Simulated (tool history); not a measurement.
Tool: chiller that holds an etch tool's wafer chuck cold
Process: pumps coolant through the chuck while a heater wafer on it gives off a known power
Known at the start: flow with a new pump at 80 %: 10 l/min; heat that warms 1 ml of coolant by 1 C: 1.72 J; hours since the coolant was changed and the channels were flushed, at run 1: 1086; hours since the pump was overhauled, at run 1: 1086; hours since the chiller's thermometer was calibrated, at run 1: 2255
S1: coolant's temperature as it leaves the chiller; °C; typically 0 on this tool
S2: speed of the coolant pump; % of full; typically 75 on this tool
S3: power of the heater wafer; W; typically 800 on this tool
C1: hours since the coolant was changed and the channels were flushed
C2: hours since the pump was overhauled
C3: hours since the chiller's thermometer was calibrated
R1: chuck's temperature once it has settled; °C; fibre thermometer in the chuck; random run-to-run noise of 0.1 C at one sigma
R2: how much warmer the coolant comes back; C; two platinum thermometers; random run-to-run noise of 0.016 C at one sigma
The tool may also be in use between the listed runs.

| run | hour | S1 | S2 | S3 | C1 | C2 | C3 | R1 | R2 |
|---|---|---|---|---|---|---|---|---|---|
| 1 | 0.0 | 0 | 75 | 800 | 1086 | 1086 | 2255 | 7.3 | 2.98 |
| 2 | 45.0 | -7 | 75 | 800 | 1131 | 1131 | 2300 | 0.5 | 2.99 |
| 3 | 97.4 | -7 | 75 | 800 | 1184 | 1184 | 2352 | 0.5 | 2.95 |
| 4 | 124.3 | -7 | 75 | 800 | 1211 | 1211 | 2379 | 0.3 | 2.99 |
| 5 | 156.1 | -7 | 75 | 800 | 1243 | 1243 | 2411 | 0.4 | 2.97 |
| 6 | 210.2 | 0 | 68 | 800 | 1297 | 1297 | 2465 | 8.3 | 3.27 |
| 7 | 259.9 | 0 | 68 | 800 | 1346 | 1346 | 2515 | 8.2 | 3.25 |
| 8 | 310.6 | 0 | 68 | 800 | 1397 | 1397 | 2566 | 8.3 | 3.23 |
| 9 | 362.3 | 0 | 68 | 800 | 1449 | 1449 | 2617 | 8.2 | 3.23 |
| 10 | 390.2 | 0 | 68 | 800 | 1477 | 1477 | 2645 | 8.1 | 3.24 |
| 11 | 440.3 | 0 | 68 | 800 | 1527 | 1527 | 2695 | 8.2 | 3.24 |
| 12 | 479.2 | 0 | 68 | 800 | 1566 | 1566 | 2734 | 8.1 | 3.27 |
| 13 | 510.3 | 0 | 68 | 800 | 1597 | 1597 | 2765 | 8.1 | 3.22 |
| 14 | 558.5 | 0 | 68 | 800 | 1645 | 1645 | 2813 | 8.1 | 3.19 |
| 15 | 599.2 | 0 | 68 | 800 | 1686 | 1686 | 2854 | 8.2 | 3.22 |
| 16 | 656.1 | 0 | 68 | 800 | 1743 | 1743 | 2911 | 8.3 | 3.20 |
| 17 | 699.6 | 0 | 68 | 800 | 1786 | 1786 | 2955 | 8.3 | 3.17 |
| 18 | 734.5 | 0 | 68 | 800 | 1821 | 1821 | 2989 | 8.3 | 3.18 |
| 19 | 787.8 | 0 | 68 | 800 | 1874 | 1874 | 3043 | 8.2 | 3.19 |
| 20 | 832.2 | -10 | 65 | 574 | 1919 | 1919 | 3087 | -3.8 | 2.35 |
|  | 839.5 | gauge calibrated |
| 21 | 870.6 | -10 | 65 | 574 | 1957 | 1957 | 3126 | -3.9 | 2.51 |
| 22 | 927.0 | -5 | 99 | 1127 | 2013 | 2013 | 3182 | 3.1 | 3.14 |
| 23 | 956.6 | -5 | 99 | 607 | 2043 | 2043 | 3212 | -0.6 | 1.69 |
| 24 | 989.1 | 0 | 68 | 1160 | 2076 | 2076 | 3244 | 11.7 | 4.81 |
| 25 | 1035.1 | 0 | 68 | 1160 | 2122 | 2122 | 3290 | 11.9 | 4.77 |
| 26 | 1093.2 | -10 | 75 | 989 | 2180 | 2180 | 3348 | -0.8 | 3.66 |
| 27 | 1131.8 | -8 | 75 | 1001 | 2218 | 2218 | 3387 | 1.1 | 3.73 |
| 28 | 1168.8 | -8 | 75 | 800 | 2255 | 2255 | 3424 | -0.5 | 2.92 |
| 29 | 1219.9 | -8 | 75 | 800 | 2306 | 2306 | 3475 | -0.4 | 2.91 |
| 30 | 1262.6 | -8 | 75 | 800 | 2349 | 2349 | 3517 | -0.5 | 2.91 |
| 31 | 1303.3 | -8 | 75 | 800 | 2390 | 2390 | 3558 | -0.5 | 2.90 |
| 32 | 1339.5 | -4 | 86 | 800 | 2426 | 2426 | 3594 | 2.5 | 2.50 |

Run 33 has not been measured yet. What should we expect?
| 33 | 1383.9 | 0 | 86 | 800 | 2470 | 2470 | 3639 | ? | ? |

Run 33 produced R1 6.5 °C, R2 2.50 C.
With no hidden state in the tool, this same run would have given R1 6.5 °C, R2 2.59 C.
